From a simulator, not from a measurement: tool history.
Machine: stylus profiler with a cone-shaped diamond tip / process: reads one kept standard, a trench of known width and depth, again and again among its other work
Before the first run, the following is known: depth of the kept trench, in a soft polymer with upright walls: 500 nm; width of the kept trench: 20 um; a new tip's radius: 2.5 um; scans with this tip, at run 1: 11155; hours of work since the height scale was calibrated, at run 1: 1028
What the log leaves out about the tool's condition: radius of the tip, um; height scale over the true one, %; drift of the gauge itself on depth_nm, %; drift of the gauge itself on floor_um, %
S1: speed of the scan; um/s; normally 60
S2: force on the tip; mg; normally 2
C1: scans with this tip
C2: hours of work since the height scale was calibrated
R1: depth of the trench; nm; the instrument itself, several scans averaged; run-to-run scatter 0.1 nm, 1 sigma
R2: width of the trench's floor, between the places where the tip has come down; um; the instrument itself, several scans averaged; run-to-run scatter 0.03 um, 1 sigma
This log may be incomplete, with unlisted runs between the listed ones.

run	hour	S1	S2	C1	C2	R1	R2
1	0	60	2	11155	1028	504.76	16.01
2	64.2	22	2	11488	1058	504.39	16.08
3	104.6	60	2	11698	1078	504.63	15.9
4	149.4	60	2	11930	1099	504.46	15.96
5	208.7	47	2	12239	1128	504.49	15.91
6	281.5	47	2	12616	1162	504.37	15.86
7	349.1	60	1.87	12967	1195	504.23	15.78
8	415	60	1.87	13310	1226	504.06	15.8
9	451.2	60	1.87	13498	1244	504.17	15.76
10	489.6	169	1.87	13697	1262	504.07	15.45
11	543.2	169	1.7	13975	1288	504.03	15.36
12	593.4	169	1.7	14236	1312	503.76	15.39
13	670.6	169	1.7	14637	1349	503.74	15.36
14	746.7	169	1.7	15032	1385	503.74	15.28
15	795	21	1.95	15283	1408	504.23	15.76
16	835.6	21	1.95	15494	1428	504.12	15.85
17	871.6	158	1.53	15681	1445	503.46	15.29
18	908.6	158	1.53	15873	1462	503.16	15.26
19	977	120	2.37	16228	1495	504.77	15.43
20	1028.5	230	2.11	16496	1520	504.15	15.08
21	1080.3	230	2.11	16765	1545	504.37	15.09
22	1149.6	28	2	17125	1578	504.16	15.64
23	1205.1	28	1.34	17413	1604	502.97	15.58
24	1253.1	19	1.01	17662	1627	502.41	15.61
25	1340.2	149	1.66	18114	1669	503.44	15.17
26	1402.6	149	1.66	18439	1699	503.46	15.14
27	1478	77	4.61	18830	1735	507.92	15.42

Measured less the same run without the tool's hidden state. The same run-to-run variation is in both; the gauge's scatter may not be:
run	R1	R2
1	-0.66	-0.85
2	-0.67	-0.87
3	-0.68	-0.89
4	-0.7	-0.91
5	-0.71	-0.93
6	-0.73	-0.95
7	-0.76	-0.98
8	-0.78	-1
9	-0.79	-1.02
10	-0.81	-1.03
11	-0.82	-1.06
12	-0.84	-1.07
13	-0.86	-1.1
14	-0.88	-1.13
15	-0.9	-1.15
16	-0.92	-1.16
17	-0.93	-1.17
18	-0.94	-1.19
19	-0.97	-1.22
20	-0.98	-1.23
21	-1	-1.25
22	-1.02	-1.28
23	-1.04	-1.3
24	-1.04	-1.31
25	-1.07	-1.34
26	-1.09	-1.36
27	-1.12	-1.39
